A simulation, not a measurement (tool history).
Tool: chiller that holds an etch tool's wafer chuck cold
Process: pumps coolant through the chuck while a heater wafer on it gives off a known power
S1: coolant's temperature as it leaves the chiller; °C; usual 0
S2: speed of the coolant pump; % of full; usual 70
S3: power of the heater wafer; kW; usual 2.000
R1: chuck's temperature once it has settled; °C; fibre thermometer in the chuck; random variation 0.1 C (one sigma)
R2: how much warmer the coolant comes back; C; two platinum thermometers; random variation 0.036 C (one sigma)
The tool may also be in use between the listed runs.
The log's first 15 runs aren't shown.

| run | day | S1 | S2 | S3 | R1 | R2 |
|---|---|---|---|---|---|---|
| 16 | 86.125 | 0 | 70 | 2.000 | 27.4 | 6.53 |
| 17 | 90.346 | 0 | 70 | 2.000 | 27.4 | 6.48 |
| 18 | 95.858 | -5 | 94 | 1.909 | 16.7 | 4.46 |
|  | 97.142 | coolant changed, channels flushed |
| 19 | 103.879 | 0 | 94 | 1.947 | 22.0 | 4.56 |
| 20 | 110.683 | 0 | 94 | 1.947 | 22.0 | 4.56 |
| 21 | 115.388 | -5 | 75 | 1.277 | 11.7 | 3.84 |
| 22 | 120.725 | -4 | 85 | 2.149 | 21.9 | 5.64 |
| 23 | 127.371 | -6 | 80 | 1.940 | 18.3 | 5.47 |
| 24 | 132.304 | 0 | 74 | 2.000 | 26.4 | 6.16 |
| 25 | 140.096 | 0 | 90 | 1.421 | 16.5 | 3.55 |
|  | 146.054 | chiller's thermometer calibrated |
| 26 | 146.288 | 0 | 90 | 1.789 | 20.7 | 4.45 |
| 27 | 154.492 | 0 | 90 | 1.789 | 20.8 | 4.42 |
| 28 | 161.146 | -1 | 99 | 1.789 | 18.6 | 3.92 |
| 29 | 169.408 | -1 | 73 | 2.000 | 25.6 | 6.30 |
| 30 | 174.183 | 1 | 68 | 1.052 | 15.7 | 3.54 |
| 31 | 180.162 | 1 | 68 | 1.052 | 15.6 | 3.53 |
|  | 183.625 | coolant pump overhauled |
| 32 | 186.771 | 7 | 79 | 1.436 | 25.1 | 4.15 |
| 33 | 191.742 | 7 | 79 | 1.436 | 25.1 | 4.12 |

3 ways to go on from here, each from the tool as it stands after run 33. What would each give?
| A | 195.833 | 5 | 97 | 1.254 | ? | ? |
| B | 195.833 | -4 | 79 | 1.581 | ? | ? |
| C | 195.833 | 0 | 70 | 1.365 | ? | ? |

| run | R1 | R2 |
|---|---|---|
| A | 18.9 | 2.78 |
| B | 16.1 | 4.56 |
| C | 18.8 | 4.57 |
Without the tool's hidden state the same runs would have given:
| run | R1 | R2 |
|---|---|---|
| A | 18.9 | 2.78 |
| B | 16.1 | 4.56 |
| C | 18.8 | 4.57 |
